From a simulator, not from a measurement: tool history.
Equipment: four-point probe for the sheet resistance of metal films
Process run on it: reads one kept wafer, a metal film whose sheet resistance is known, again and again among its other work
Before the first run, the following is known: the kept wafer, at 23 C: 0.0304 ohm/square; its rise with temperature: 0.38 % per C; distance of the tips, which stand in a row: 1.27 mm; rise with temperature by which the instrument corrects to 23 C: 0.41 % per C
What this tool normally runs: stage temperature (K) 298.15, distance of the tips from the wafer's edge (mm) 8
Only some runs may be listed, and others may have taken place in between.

run	hour	stage temperature (K)	distance of the tips from the wafer's edge (mm)	sheet resistance as the instrument gives it (ohm/square)
1	0	298.15	8	0.030788
# hour 78.1: new probe head fitted
2	86.8	303.15	8	0.030761
3	137.2	303.15	8	0.030755
4	221.5	298.15	8	0.03079
5	287	295.15	8	0.030818
6	386.7	295.15	8	0.03081
7	488.3	295.15	8	0.030829
8	583.9	295.15	8	0.030812
9	695.8	307.15	6	0.031041
10	796.2	301.15	3	0.033028
11	901.8	307.15	5	0.031351
12	975.3	307.15	5	0.031338
13	1030.7	301.15	10	0.03063
14	1110.1	301.15	10	0.030632
15	1221.5	299.15	3	0.033025
16	1337.9	295.15	30	0.03043

5 ways to go on from here, each from the tool as it stands after run 16. What would each give?
A	1433.1	294.15	22	?
B	1433.1	291.15	20	?
C	1433.1	297.15	5	?
D	1433.1	295.15	14	?
E	1433.1	293.15	36	?

run	sheet resistance as the instrument gives it (ohm/square)
A	0.030465
B	0.030505
C	0.031428
D	0.03054
E	0.030437
Take away the tool's hidden state, keep each run's random variation, and the runs would have read:
run	sheet resistance as the instrument gives it (ohm/square)
A	0.030467
B	0.030508
C	0.03143
D	0.030543
E	0.030439

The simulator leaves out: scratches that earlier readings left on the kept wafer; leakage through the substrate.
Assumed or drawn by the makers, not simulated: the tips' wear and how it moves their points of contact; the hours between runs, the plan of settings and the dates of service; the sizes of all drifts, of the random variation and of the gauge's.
